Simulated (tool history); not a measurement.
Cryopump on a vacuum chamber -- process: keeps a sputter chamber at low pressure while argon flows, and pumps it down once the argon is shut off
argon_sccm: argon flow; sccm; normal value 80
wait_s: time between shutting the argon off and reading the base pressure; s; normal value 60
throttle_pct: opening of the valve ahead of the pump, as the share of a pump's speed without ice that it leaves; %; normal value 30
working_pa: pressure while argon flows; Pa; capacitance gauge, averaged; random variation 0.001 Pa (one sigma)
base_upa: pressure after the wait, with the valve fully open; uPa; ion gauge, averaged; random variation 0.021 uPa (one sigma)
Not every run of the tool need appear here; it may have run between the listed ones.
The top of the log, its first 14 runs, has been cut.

| run | hour | argon_sccm | wait_s | throttle_pct | working_pa | base_upa |
|---|---|---|---|---|---|---|
| 15 | 1117.3 | 91 | 60 | 30 | 0.2710 | 1.24 |
| 16 | 1205.8 | 91 | 60 | 30 | 0.2728 | 1.27 |
|  | 1289.5 | pump warmed up, emptied and cooled again |
| 17 | 1299.2 | 91 | 60 | 30 | 0.2608 | 1.20 |
| 18 | 1396.5 | 114 | 52 | 36 | 0.2728 | 1.39 |
| 19 | 1513.3 | 114 | 52 | 36 | 0.2752 | 1.43 |
| 20 | 1617.0 | 89 | 143 | 23 | 0.3350 | 0.68 |
| 21 | 1727.4 | 76 | 293 | 21 | 0.3141 | 0.47 |
| 22 | 1814.5 | 66 | 47 | 18 | 0.3180 | 1.55 |
| 23 | 1917.3 | 35 | 71 | 47 | 0.0669 | 1.09 |
| 24 | 2035.1 | 80 | 32 | 17 | 0.4083 | 2.12 |
| 25 | 2089.5 | 80 | 277 | 46 | 0.1567 | 0.53 |
| 26 | 2205.4 | 65 | 110 | 27 | 0.2116 | 0.85 |
| 27 | 2281.0 | 65 | 110 | 27 | 0.2122 | 0.85 |
| 28 | 2397.5 | 65 | 110 | 27 | 0.2128 | 0.88 |
| 29 | 2513.1 | 101 | 89 | 46 | 0.2029 | 1.02 |
| 30 | 2607.1 | 125 | 89 | 16 | 0.6852 | 0.97 |
| 31 | 2693.4 | 80 | 92 | 30 | 0.2392 | 0.99 |
| 32 | 2798.9 | 80 | 60 | 54 | 0.1404 | 1.40 |
| 33 | 2860.8 | 88 | 23 | 30 | 0.2674 | 3.01 |
| 34 | 2923.0 | 88 | 23 | 30 | 0.2678 | 2.92 |

Forecast each of these 4 alternatives for the next run:
| A | 2974.6 | 80 | 60 | 28 | ? | ? |
| B | 2974.6 | 80 | 60 | 58 | ? | ? |
| C | 2974.6 | 80 | 60 | 37 | ? | ? |
| D | 2974.6 | 58 | 201 | 29 | ? | ? |

| run | working_pa | base_upa |
|---|---|---|
| A | 0.2590 | 1.39 |
| B | 0.1337 | 1.37 |
| C | 0.1995 | 1.34 |
| D | 0.1816 | 0.67 |
The same runs, with their run-to-run variation unchanged, on a tool lacking any hidden condition would have given:
| run | working_pa | base_upa |
|---|---|---|
| A | 0.2425 | 1.16 |
| B | 0.1171 | 1.14 |
| C | 0.1830 | 1.12 |
| D | 0.1696 | 0.44 |
